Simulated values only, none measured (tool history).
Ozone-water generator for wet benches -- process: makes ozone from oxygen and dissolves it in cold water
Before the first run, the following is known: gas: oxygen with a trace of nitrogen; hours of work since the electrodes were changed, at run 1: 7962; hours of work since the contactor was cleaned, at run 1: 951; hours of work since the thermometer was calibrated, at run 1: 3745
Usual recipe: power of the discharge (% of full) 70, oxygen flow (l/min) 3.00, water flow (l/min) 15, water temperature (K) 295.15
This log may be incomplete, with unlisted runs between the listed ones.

run	hour	power of the discharge (% of full)	oxygen flow (l/min)	water flow (l/min)	water temperature (K)	hours of work since the electrodes were changed	hours of work since the contactor was cleaned	hours of work since the thermometer was calibrated	dissolved ozone (ppm)	ozone in the gas ahead of the water (g/m3)
1	0.0	70	3.00	15	295.15	7962	951	3745	16.6	199.5
2	161.5	70	3.00	15	295.15	8120	1109	3903	16.7	198.8
3	253.1	70	3.00	15	295.15	8209	1199	3993	16.8	196.9
4	355.4	70	2.15	15	295.15	8310	1299	4093	15.0	222.2
# hour 373.1: water thermometer calibrated
# hour 420.7: electrodes of the discharge changed
5	506.9	70	2.15	15	295.15	84	1441	125	15.2	222.3
6	637.1	70	2.15	15	295.15	212	1569	253	15.0	223.4
7	781.3	60	4.21	15	295.15	353	1710	394	16.6	162.9
8	957.4	86	3.66	16	294.15	526	1882	566	18.6	206.2
9	1111.2	89	3.92	15	288.15	676	2033	717	22.4	207.7
10	1263.0	45	2.83	15	288.15	825	2182	866	14.0	161.8
11	1382.2	70	2.26	9	296.15	942	2298	982	23.3	217.4
12	1545.0	70	1.65	16	293.15	1101	2458	1142	13.0	244.0

Here are 5 independent what-if runs from the current tool condition. What would each one return?
A	1703.2	70	4.76	16	293.15	1256	2613	1297	?	?
B	1703.2	73	3.00	15	295.15	1256	2613	1297	?	?
C	1703.2	60	3.95	15	301.15	1256	2613	1297	?	?
D	1703.2	75	1.65	13	293.15	1256	2613	1297	?	?
E	1703.2	85	1.65	16	301.15	1256	2613	1297	?	?

run	dissolved ozone (ppm)	ozone in the gas ahead of the water (g/m3)
A	17.9	169.8
B	17.2	205.0
C	14.9	168.0
D	16.9	253.4
E	13.7	272.8
The same runs, with their run-to-run variation unchanged, on a tool lacking any hidden condition would have given:
run	dissolved ozone (ppm)	ozone in the gas ahead of the water (g/m3)
A	17.9	169.9
B	17.2	205.1
C	14.9	168.1
D	16.9	253.6
E	13.7	273.0
